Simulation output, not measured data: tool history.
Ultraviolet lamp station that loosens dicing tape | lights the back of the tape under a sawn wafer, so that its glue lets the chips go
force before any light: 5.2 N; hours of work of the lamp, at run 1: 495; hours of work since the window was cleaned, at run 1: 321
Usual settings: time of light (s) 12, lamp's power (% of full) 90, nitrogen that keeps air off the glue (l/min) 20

run,hour,time of light (s),lamp's power (% of full),nitrogen that keeps air off the glue (l/min),hours of work of the lamp,hours of work since the window was cleaned,force that peels the tape off (N),light that reached the tape (mJ/cm2)
1,0.0,12,90,20,495,321,0.596,554
2,20.5,12,90,20,505,331,0.589,550
3,35.1,12,90,20,512,338,0.615,556
4,58.1,12,90,20,523,349,0.624,552
5,77.5,12,90,20,532,358,0.587,549
6,103.1,12,90,20,545,371,0.593,548
7,123.6,12,90,20,554,381,0.575,550
8,150.0,23,90,20,567,394,0.279,1036
9,177.4,12,90,20,580,407,0.613,537
10,196.0,12,90,20,589,416,0.649,540
11,222.4,12,90,7,602,429,1.008,535
12,238.6,12,90,7,610,436,1.020,544
13,254.2,14,90,7,618,444,0.807,626
14,273.2,14,90,6,627,453,0.875,618
15,288.5,14,90,6,634,460,0.891,619
16,312.0,12,91,20,646,472,0.649,536
17,339.6,12,90,27,659,485,0.589,525
18,363.6,12,90,27,671,497,0.560,520
19,379.8,12,90,20,678,505,0.672,519
20,401.5,12,90,17,689,515,0.690,517
21,415.7,12,72,20,696,522,0.950,415
22,436.7,7,77,19,706,532,1.717,260
23,464.6,8,63,40,719,546,1.541,237
24,483.4,18,89,10,728,555,0.490,757
25,499.5,22,96,10,736,563,0.342,996
26,522.3,22,96,10,747,574,0.357,992
27,539.1,12,72,20,755,582,0.927,406
28,557.6,12,72,6,764,591,1.512,406
29,571.0,8,77,7,771,597,2.107,282
30,594.9,8,94,9,782,609,1.556,348
31,608.2,12,75,20,789,615,0.918,414
32,620.6,12,75,20,795,621,0.903,415
33,639.5,12,75,20,804,630,0.928,419
34,662.2,12,93,24,815,641,0.613,511
35,685.9,13,78,15,826,653,0.859,467
36,712.3,9,90,12,839,665,1.341,367
# hour 723.5: window cleaned of glue's vapour
37,727.0,10,86,12,846,2,1.055,442
38,743.1,10,93,21,854,10,0.753,481
39,766.2,12,70,12,865,21,1.074,427
40,781.6,12,70,12,872,28,1.094,426
41,808.4,12,70,12,885,41,1.065,432

3 ways to go on from here, each from the tool as it stands after run 41. What would each give?
A,829.3,11,95,20,896,51,?,?
B,829.3,12,60,20,896,51,?,?
C,829.3,12,78,12,896,51,?,?

run,force that peels the tape off (N),light that reached the tape (mJ/cm2)
A,0.651,533
B,1.096,363
C,0.945,474
Without the tool's hidden state the same runs would have given:
run,force that peels the tape off (N),light that reached the tape (mJ/cm2)
A,0.504,630
B,0.865,429
C,0.735,559
